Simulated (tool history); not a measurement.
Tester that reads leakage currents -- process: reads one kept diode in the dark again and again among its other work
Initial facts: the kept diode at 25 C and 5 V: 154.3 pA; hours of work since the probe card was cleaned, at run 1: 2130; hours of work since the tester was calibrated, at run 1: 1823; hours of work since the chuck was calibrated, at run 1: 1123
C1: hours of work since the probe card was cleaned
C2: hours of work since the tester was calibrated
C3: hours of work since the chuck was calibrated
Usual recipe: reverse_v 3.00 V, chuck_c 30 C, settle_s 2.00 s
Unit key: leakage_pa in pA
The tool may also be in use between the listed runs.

Run 1, hour 0.0: usual settings; C1 2130; C2 1823; C3 1123. Result: leakage_pa 179.74 pA.
Run 2, hour 72.2: usual settings; C1 2162; C2 1855; C3 1155. Result: leakage_pa 179.93 pA.
Run 3, hour 145.3: usual settings; C1 2195; C2 1888; C3 1188. Result: leakage_pa 178.31 pA.
Run 4, hour 211.7: usual settings but chuck_c 25 C; C1 2225; C2 1917; C3 1217. Result: leakage_pa 112.28 pA.
Run 5, hour 254.1: usual settings but chuck_c 25 C; C1 2244; C2 1936; C3 1236. Result: leakage_pa 111.44 pA.
Run 6, hour 331.4: usual settings but reverse_v 1.31 V; C1 2278; C2 1971; C3 1271. Result: leakage_pa 122.53 pA.
Run 7, hour 403.9: usual settings but reverse_v 1.31 V; C1 2311; C2 2003; C3 1303. Result: leakage_pa 122.26 pA.
Run 8, hour 479.0: usual settings but settle_s 1.28 s; C1 2344; C2 2037; C3 1337. Result: leakage_pa 177.42 pA.
Run 9, hour 534.1: usual settings but reverse_v 9.04 V, settle_s 1.28 s; C1 2369; C2 2061; C3 1361. Result: leakage_pa 291.50 pA.
Run 10, hour 576.4: usual settings but reverse_v 9.04 V, settle_s 1.28 s; C1 2388; C2 2080; C3 1380. Result: leakage_pa 291.45 pA.
Run 11, hour 662.6: usual settings but reverse_v 2.39 V, settle_s 8.22 s; C1 2426; C2 2119; C3 1419. Result: leakage_pa 157.49 pA.
Run 12, hour 760.5: usual settings but reverse_v 2.39 V, settle_s 8.22 s; C1 2470; C2 2163; C3 1463. Result: leakage_pa 157.31 pA.
Run 13, hour 821.3: usual settings but reverse_v 1.68 V, chuck_c 44 C, settle_s 0.46 s; C1 2497; C2 2190; C3 1490. Result: leakage_pa 471.29 pA.
Run 14, hour 919.3: usual settings but reverse_v 6.31 V, chuck_c 44 C; C1 2541; C2 2234; C3 1534. Result: leakage_pa 848.10 pA.
Run 15, hour 968.7: usual settings but reverse_v 14.86 V, settle_s 1.11 s; C1 2563; C2 2256; C3 1556. Result: leakage_pa 358.22 pA.
Run 16, hour 1031.6: usual settings but reverse_v 3.09 V, settle_s 0.89 s; C1 2591; C2 2284; C3 1584. Result: leakage_pa 176.34 pA.
Run 17, hour 1130.7: usual settings but reverse_v 2.93 V, settle_s 0.89 s; C1 2636; C2 2328; C3 1628. Result: leakage_pa 172.94 pA.
Run 18, hour 1173.3: usual settings but reverse_v 17.98 V, chuck_c 32 C, settle_s 1.17 s; C1 2655; C2 2347; C3 1647. Result: leakage_pa 467.52 pA.
Run 19, hour 1265.8: usual settings but reverse_v 17.98 V, chuck_c 32 C, settle_s 1.17 s; C1 2696; C2 2389; C3 1689. Result: leakage_pa 466.95 pA.

Each row is a separate what-if for the run after 19, all from the same tool condition, not one after another. Results?
At hour 1321.5: probe card cleaned and baked.
Run A, hour 1327.1: usual settings but reverse_v 4.94 V, chuck_c 57 C, settle_s 1.17 s; C1 3; C2 2415; C3 1715. Result: leakage_pa ?.
At hour 1321.5: probe card cleaned and baked.
Run B, hour 1327.1: usual settings but reverse_v 7.26 V, chuck_c 32 C, settle_s 1.17 s; C1 3; C2 2415; C3 1715. Result: leakage_pa ?.
At hour 1321.5: probe card cleaned and baked.
Run C, hour 1327.1: usual settings but reverse_v 1.48 V; C1 3; C2 2415; C3 1715. Result: leakage_pa ?.
At hour 1321.5: probe card cleaned and baked.
Run D, hour 1327.1: usual settings but reverse_v 1.07 V, settle_s 8.64 s; C1 3; C2 2415; C3 1715. Result: leakage_pa ?.

run  leakage_pa
  A     2177.73
  B      303.99
  C      123.57
  D      108.30
Had the tool no hidden state, the same runs would have come out as:
run  leakage_pa
  A     2478.66
  B      353.97
  C      144.34
  D      126.55
